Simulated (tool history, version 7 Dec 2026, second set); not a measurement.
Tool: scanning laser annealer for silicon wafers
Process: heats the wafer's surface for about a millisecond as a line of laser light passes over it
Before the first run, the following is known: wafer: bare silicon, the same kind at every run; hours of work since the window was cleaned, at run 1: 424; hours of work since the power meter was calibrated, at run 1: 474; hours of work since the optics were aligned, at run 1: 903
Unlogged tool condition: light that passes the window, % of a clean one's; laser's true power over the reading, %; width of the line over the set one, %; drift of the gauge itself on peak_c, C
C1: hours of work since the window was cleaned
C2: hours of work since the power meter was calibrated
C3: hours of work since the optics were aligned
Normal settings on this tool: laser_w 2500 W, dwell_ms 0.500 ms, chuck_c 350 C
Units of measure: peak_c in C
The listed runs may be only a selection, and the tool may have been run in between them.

run 1 day=0.000 | laser_w=2500 dwell_ms=0.500 chuck_c=350 | C1=424 C2=474 C3=903 | peak_c=1081
run 2 day=0.746 | laser_w=2500 dwell_ms=0.594 chuck_c=350 | C1=432 C2=482 C3=911 | peak_c=1149
run 3 day=1.883 | laser_w=2500 dwell_ms=0.594 chuck_c=350 | C1=444 C2=495 C3=923 | peak_c=1149
run 4 day=2.662 | laser_w=2500 dwell_ms=0.529 chuck_c=350 | C1=452 C2=503 C3=931 | peak_c=1100
run 5 day=3.379 | laser_w=2273 dwell_ms=0.500 chuck_c=350 | C1=460 C2=511 C3=939 | peak_c=1009
run 6 day=4.338 | laser_w=2500 dwell_ms=0.500 chuck_c=350 | C1=470 C2=521 C3=949 | peak_c=1084
run 7 day=5.079 | laser_w=2500 dwell_ms=0.500 chuck_c=318 | C1=478 C2=529 C3=957 | peak_c=1049
run 8 day=6.175 | laser_w=2500 dwell_ms=0.611 chuck_c=350 | C1=490 C2=541 C3=969 | peak_c=1153
run 9 day=7.325 | laser_w=2500 dwell_ms=0.611 chuck_c=350 | C1=502 C2=553 C3=981 | peak_c=1155
run 10 day=8.100 | laser_w=2500 dwell_ms=0.611 chuck_c=350 | C1=511 C2=561 C3=989 | peak_c=1155
run 11 day=9.129 | laser_w=2273 dwell_ms=0.500 chuck_c=350 | C1=522 C2=572 C3=1001 | peak_c=1013
run 12 day=10.462 | laser_w=2500 dwell_ms=0.500 chuck_c=350 | C1=536 C2=586 C3=1015 | peak_c=1085
run 13 day=11.654 | laser_w=2719 dwell_ms=0.500 chuck_c=350 | C1=549 C2=599 C3=1028 | peak_c=1146
run 14 day=12.238 | laser_w=2500 dwell_ms=0.500 chuck_c=350 | C1=555 C2=605 C3=1034 | peak_c=1080
run 15 day=13.042 | laser_w=2500 dwell_ms=0.602 chuck_c=350 | C1=564 C2=614 C3=1042 | peak_c=1152
run 16 day=13.792 | laser_w=2500 dwell_ms=0.500 chuck_c=350 | C1=572 C2=622 C3=1050 | peak_c=1082
run 17 day=15.154 | laser_w=2500 dwell_ms=0.500 chuck_c=350 | C1=586 C2=637 C3=1065 | peak_c=1081
run 18 day=16.021 | laser_w=2500 dwell_ms=0.500 chuck_c=350 | C1=595 C2=646 C3=1074 | peak_c=1078
run 19 day=16.967 | laser_w=2500 dwell_ms=0.500 chuck_c=350 | C1=606 C2=656 C3=1084 | peak_c=1083
run 20 day=17.975 | laser_w=2500 dwell_ms=0.500 chuck_c=350 | C1=616 C2=667 C3=1095 | peak_c=1081

What does the tool deliver on the next run?
run 21 day=19.067 | laser_w=2132 dwell_ms=0.500 chuck_c=350 | C1=628 C2=679 C3=1107 | peak_c=?

For run 21 the tool returned peak_c 971 C.
If the tool had no hidden condition, the same run with the same run-to-run variation would have returned peak_c 972 C.

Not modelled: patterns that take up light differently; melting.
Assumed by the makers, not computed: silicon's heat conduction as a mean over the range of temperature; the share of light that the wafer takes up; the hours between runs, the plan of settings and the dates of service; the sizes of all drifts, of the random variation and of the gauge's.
